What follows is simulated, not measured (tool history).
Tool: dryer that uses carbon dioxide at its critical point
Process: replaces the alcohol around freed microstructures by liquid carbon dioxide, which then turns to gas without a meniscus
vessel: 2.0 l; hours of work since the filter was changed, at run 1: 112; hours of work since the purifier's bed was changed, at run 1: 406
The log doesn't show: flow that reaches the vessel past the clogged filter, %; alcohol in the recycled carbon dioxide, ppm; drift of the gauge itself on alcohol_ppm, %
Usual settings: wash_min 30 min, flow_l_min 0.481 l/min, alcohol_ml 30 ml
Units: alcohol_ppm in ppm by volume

| run | day | wash_min | flow_l_min | alcohol_ml | hours of work since the filter was changed | hours of work since the purifier's bed was changed | alcohol_ppm |
|---|---|---|---|---|---|---|---|
| 1 | 0.000 | 30 | 0.481 | 30 | 112 | 406 | 164 |
| 2 | 1.671 | 30 | 0.481 | 30 | 143 | 437 | 167 |
|  | 3.121 | inlet filter changed |
| 3 | 4.008 | 30 | 0.481 | 30 | 16 | 478 | 176 |
| 4 | 5.192 | 30 | 0.481 | 30 | 37 | 500 | 193 |
| 5 | 6.404 | 23 | 0.481 | 30 | 59 | 522 | 254 |
| 6 | 8.917 | 23 | 0.481 | 34 | 105 | 567 | 310 |
| 7 | 11.329 | 23 | 0.481 | 37 | 149 | 611 | 352 |
|  | 12.454 | inlet filter changed |
| 8 | 13.371 | 23 | 0.481 | 37 | 17 | 647 | 310 |
| 9 | 15.729 | 24 | 0.481 | 37 | 59 | 690 | 340 |
| 10 | 17.938 | 24 | 0.561 | 37 | 99 | 730 | 278 |
|  | 19.296 | purifier's bed changed |
| 11 | 20.767 | 24 | 0.561 | 37 | 148 | 27 | 69 |
|  | 21.888 | inlet filter changed |
| 12 | 22.754 | 30 | 0.481 | 30 | 16 | 62 | 42 |
| 13 | 24.454 | 30 | 0.481 | 30 | 46 | 93 | 59 |
| 14 | 27.312 | 30 | 0.481 | 30 | 98 | 145 | 72 |
| 15 | 29.900 | 30 | 0.481 | 30 | 145 | 191 | 89 |
| 16 | 31.083 | 23 | 0.481 | 30 | 167 | 213 | 210 |
|  | 31.358 | inlet filter changed |
| 17 | 33.404 | 23 | 0.481 | 30 | 37 | 254 | 183 |
| 18 | 35.667 | 23 | 0.481 | 30 | 78 | 295 | 196 |
| 19 | 37.550 | 26 | 0.481 | 30 | 112 | 329 | 170 |
| 20 | 38.908 | 26 | 0.481 | 30 | 137 | 354 | 174 |
|  | 40.796 | inlet filter changed |
| 21 | 41.108 | 26 | 0.481 | 30 | 6 | 393 | 175 |
| 22 | 43.500 | 30 | 0.481 | 30 | 49 | 436 | 166 |
| 23 | 44.667 | 30 | 0.481 | 30 | 70 | 458 | 175 |
| 24 | 47.146 | 30 | 0.481 | 30 | 115 | 503 | 193 |
| 25 | 48.779 | 30 | 0.481 | 30 | 145 | 532 | 197 |
|  | 50.175 | inlet filter changed |
| 26 | 50.604 | 46 | 0.419 | 39 | 8 | 565 | 178 |
| 27 | 52.783 | 39 | 0.305 | 39 | 47 | 604 | 285 |
| 28 | 55.342 | 21 | 0.319 | 22 | 94 | 650 | 763 |
| 29 | 57.088 | 26 | 0.319 | 22 | 125 | 682 | 509 |
| 30 | 59.271 | 20 | 0.535 | 52 | 165 | 722 | 493 |
|  | 59.521 | inlet filter changed |
|  | 61.258 | purifier's bed changed |
| 31 | 61.725 | 20 | 0.535 | 52 | 38 | 8 | 193 |
| 32 | 63.275 | 34 | 0.307 | 28 | 66 | 37 | 144 |
| 33 | 64.538 | 34 | 0.307 | 28 | 89 | 59 | 146 |
| 34 | 65.758 | 37 | 0.344 | 31 | 111 | 82 | 97 |
| 35 | 68.338 | 37 | 0.344 | 31 | 158 | 128 | 111 |
|  | 69.004 | inlet filter changed |
| 36 | 70.925 | 19 | 0.461 | 30 | 35 | 174 | 316 |
| 37 | 72.221 | 29 | 0.570 | 30 | 58 | 198 | 65 |
| 38 | 73.633 | 29 | 0.570 | 30 | 84 | 224 | 87 |
| 39 | 74.933 | 24 | 0.418 | 38 | 107 | 247 | 296 |
| 40 | 76.279 | 41 | 0.811 | 30 | 132 | 272 | 87 |
|  | 78.317 | inlet filter changed |
| 41 | 78.479 | 41 | 0.811 | 30 | 3 | 311 | 113 |
| 42 | 80.921 | 41 | 0.811 | 30 | 47 | 355 | 108 |
| 43 | 83.775 | 41 | 0.811 | 30 | 99 | 407 | 142 |
| 44 | 85.450 | 36 | 0.343 | 22 | 129 | 437 | 205 |
|  | 87.633 | inlet filter changed |
| 45 | 87.842 | 45 | 0.481 | 30 | 4 | 480 | 156 |
| 46 | 89.633 | 33 | 0.455 | 30 | 36 | 512 | 182 |
| 47 | 92.342 | 33 | 0.455 | 30 | 85 | 561 | 202 |

3 ways to go on from here, each from the tool as it stands after run 47. What would each give?
| A | 93.879 | 33 | 0.455 | 44 | 113 | 589 | ? |
| B | 93.879 | 43 | 0.735 | 21 | 113 | 589 | ? |
| C | 93.879 | 35 | 0.339 | 22 | 113 | 589 | ? |

| run | alcohol_ppm |
|---|---|
| A | 219 |
| B | 195 |
| C | 274 |
Without the tool's hidden state the same runs would have given:
| run | alcohol_ppm |
|---|---|
| A | 22 |
| B | 3 |
| C | 63 |

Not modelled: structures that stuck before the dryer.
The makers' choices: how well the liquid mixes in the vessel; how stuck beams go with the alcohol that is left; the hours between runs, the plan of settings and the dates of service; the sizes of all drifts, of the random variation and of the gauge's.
